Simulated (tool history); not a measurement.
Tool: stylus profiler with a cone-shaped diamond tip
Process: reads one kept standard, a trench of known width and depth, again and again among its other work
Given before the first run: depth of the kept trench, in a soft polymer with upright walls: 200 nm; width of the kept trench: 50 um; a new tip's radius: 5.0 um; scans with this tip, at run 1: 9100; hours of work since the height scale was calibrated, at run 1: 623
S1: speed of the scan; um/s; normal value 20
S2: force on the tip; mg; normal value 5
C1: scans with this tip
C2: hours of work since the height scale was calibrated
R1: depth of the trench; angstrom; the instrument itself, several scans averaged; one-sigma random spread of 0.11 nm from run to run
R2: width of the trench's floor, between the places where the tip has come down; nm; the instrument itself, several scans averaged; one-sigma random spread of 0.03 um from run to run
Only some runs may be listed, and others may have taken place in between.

run 1 day=0 | S1=20 S2=5 | C1=9100 C2=623 | R1=2041.9 R2=46590
run 2 day=0.958 | S1=20 S2=5 | C1=9278 C2=635 | R1=2041.8 R2=46550
run 3 day=2.279 | S1=20 S2=5 | C1=9523 C2=652 | R1=2041.2 R2=46520
run 4 day=3.225 | S1=20 S2=5 | C1=9699 C2=664 | R1=2041.1 R2=46590
run 5 day=4.342 | S1=20 S2=5 | C1=9906 C2=678 | R1=2041.5 R2=46510
run 6 day=5.488 | S1=20 S2=5 | C1=10119 C2=693 | R1=2042 R2=46480
run 7 day=6.679 | S1=20 S2=5 | C1=10341 C2=708 | R1=2040.6 R2=46520
run 8 day=8.2 | S1=39 S2=5 | C1=10623 C2=727 | R1=2043.2 R2=46390
run 9 day=9.192 | S1=20 S2=5 | C1=10807 C2=740 | R1=2043.7 R2=46430
run 10 day=9.992 | S1=20 S2=5 | C1=10956 C2=750 | R1=2043.8 R2=46450
run 11 day=10.783 | S1=20 S2=5 | C1=11103 C2=760 | R1=2045.1 R2=46420
run 12 day=11.417 | S1=20 S2=5 | C1=11220 C2=768 | R1=2041.6 R2=46410
run 13 day=12.071 | S1=20 S2=5 | C1=11342 C2=776 | R1=2043.7 R2=46480
run 14 day=13.158 | S1=20 S2=5 | C1=11544 C2=790 | R1=2044.5 R2=46450
run 15 day=14.142 | S1=20 S2=5 | C1=11726 C2=803 | R1=2044.6 R2=46450
run 16 day=15.025 | S1=20 S2=9.9 | C1=11890 C2=814 | R1=2065.7 R2=46390
run 17 day=15.817 | S1=20 S2=9.9 | C1=12037 C2=824 | R1=2063.8 R2=46430
run 18 day=16.442 | S1=20 S2=9.9 | C1=12154 C2=832 | R1=2066 R2=46370
run 19 day=17.796 | S1=20 S2=5 | C1=12405 C2=849 | R1=2042.5 R2=46370
run 20 day=18.679 | S1=20 S2=5 | C1=12569 C2=860 | R1=2044.3 R2=46360
run 21 day=19.783 | S1=63 S2=13.44 | C1=12774 C2=874 | R1=2078 R2=46270
run 22 day=20.662 | S1=8 S2=12.29 | C1=12938 C2=886 | R1=2076.1 R2=46410
run 23 day=21.662 | S1=8 S2=2.32 | C1=13123 C2=898 | R1=2029.3 R2=46370
run 24 day=23 | S1=8 S2=2.32 | C1=13371 C2=915 | R1=2030.4 R2=46400
run 25 day=23.929 | S1=24 S2=10.28 | C1=13544 C2=927 | R1=2068 R2=46340
run 26 day=24.725 | S1=24 S2=10.28 | C1=13692 C2=937 | R1=2067.8 R2=46350
run 27 day=26.238 | S1=14 S2=5.7 | C1=13973 C2=956 | R1=2048.2 R2=46280
run 28 day=27.021 | S1=6 S2=9.31 | C1=14119 C2=966 | R1=2063.4 R2=46320
run 29 day=28.467 | S1=8 S2=2.93 | C1=14387 C2=985 | R1=2033.4 R2=46300
run 30 day=29.217 | S1=8 S2=2.93 | C1=14526 C2=994 | R1=2033.5 R2=46260
run 31 day=30.596 | S1=18 S2=3.21 | C1=14782 C2=1012 | R1=2035.5 R2=46310
run 32 day=31.429 | S1=6 S2=11.78 | C1=14937 C2=1023 | R1=2074.9 R2=46280
run 33 day=32.846 | S1=6 S2=11.78 | C1=15200 C2=1041 | R1=2073.4 R2=46290
run 34 day=34.338 | S1=14 S2=3.88 | C1=15477 C2=1059 | R1=2039.8 R2=46200
run 35 day=35.554 | S1=14 S2=3.88 | C1=15704 C2=1075 | R1=2038.7 R2=46210
run 36 day=36.512 | S1=13 S2=10.29 | C1=15881 C2=1087 | R1=2069.4 R2=46190
run 37 day=37.671 | S1=39 S2=9.9 | C1=16096 C2=1102 | R1=2067.9 R2=46170
run 38 day=38.612 | S1=20 S2=2.97 | C1=16271 C2=1114 | R1=2037.1 R2=46150
run 39 day=39.5 | S1=25 S2=1.98 | C1=16436 C2=1125 | R1=2028.9 R2=46140
-- day=39.742 height scale calibrated on a step standard
run 40 day=40.829 | S1=30 S2=5 | C1=16679 C2=14 | R1=2034.8 R2=46120

For each run, the measured value with the value that run would have given without the tool's hidden condition subtracted. The run-to-run variation is shared by both, the gauge scatter possibly not:
The tool's hidden condition here consists of: radius of the tip, um; height scale over the true one, %; drift of the gauge itself on depth_nm, %; drift of the gauge itself on floor_um, %.
run=1 R1=+5.7 R2=-590
run=2 R1=+5.9 R2=-590
run=3 R1=+6 R2=-600
run=4 R1=+6.1 R2=-620
run=5 R1=+6.3 R2=-630
run=6 R1=+6.4 R2=-640
run=7 R1=+6.6 R2=-650
run=8 R1=+6.7 R2=-670
run=9 R1=+6.9 R2=-680
run=10 R1=+6.9 R2=-690
run=11 R1=+7.1 R2=-690
run=12 R1=+7.1 R2=-700
run=13 R1=+7.2 R2=-710
run=14 R1=+7.3 R2=-720
run=15 R1=+7.4 R2=-720
run=16 R1=+7.6 R2=-740
run=17 R1=+7.7 R2=-740
run=18 R1=+7.8 R2=-750
run=19 R1=+7.9 R2=-770
run=20 R1=+8 R2=-770
run=21 R1=+8.2 R2=-780
run=22 R1=+8.4 R2=-790
run=23 R1=+8.3 R2=-800
run=24 R1=+8.4 R2=-820
run=25 R1=+8.7 R2=-830
run=26 R1=+8.8 R2=-830
run=27 R1=+8.8 R2=-850
run=28 R1=+9 R2=-860
run=29 R1=+9 R2=-870
run=30 R1=+9.2 R2=-870
run=31 R1=+9.3 R2=-890
run=32 R1=+9.6 R2=-900
run=33 R1=+9.7 R2=-910
run=34 R1=+9.7 R2=-930
run=35 R1=+9.9 R2=-940
run=36 R1=+10.2 R2=-940
run=37 R1=+10.3 R2=-950
run=38 R1=+10.3 R2=-960
run=39 R1=+10.3 R2=-980
run=40 R1=+0.1 R2=-990
